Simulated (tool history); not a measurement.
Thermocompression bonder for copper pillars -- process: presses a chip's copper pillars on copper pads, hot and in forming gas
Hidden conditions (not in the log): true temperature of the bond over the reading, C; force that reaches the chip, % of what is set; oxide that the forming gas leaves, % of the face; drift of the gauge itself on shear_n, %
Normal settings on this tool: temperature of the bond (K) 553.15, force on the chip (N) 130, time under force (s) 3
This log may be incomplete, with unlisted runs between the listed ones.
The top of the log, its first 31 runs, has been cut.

run,hour,temperature of the bond (K),force on the chip (N),time under force (s),hours of work since the heater was calibrated,hours of work since the force cell was calibrated,hours of work since the gas filter was changed,force that shears a chip off (N)
32,1137.1,534.15,100,4,570,586,314,23.1
33,1176.9,534.15,100,4,593,608,337,23.4
# hour 1179.7: forming gas filter changed
34,1213.3,570.15,189,3,613,629,19,56.8
35,1249,553.15,95,2,633,649,39,26.1
36,1291.7,553.15,95,2,657,673,63,25.5
37,1340.2,553.15,95,2,685,701,91,25.7
38,1371.8,547.15,151,4,703,718,109,42.1
# hour 1398.7: heater calibrated with a thermocouple chip
39,1422.4,547.15,151,4,13,746,136,35.4

Each row is a separate what-if for the run after 39, all from the same tool condition, not one after another. Results?
A,1450.8,547.15,151,2,30,762,152,?
B,1450.8,534.15,149,3,30,762,152,?
C,1450.8,553.15,162,3,30,762,152,?
D,1450.8,559.15,126,3,30,762,152,?

run,force that shears a chip off (N)
A,27
B,26.3
C,36.8
D,34.9
Without the tool's hidden state the same runs would have given:
run,force that shears a chip off (N)
A,28.7
B,27.8
C,39
D,37
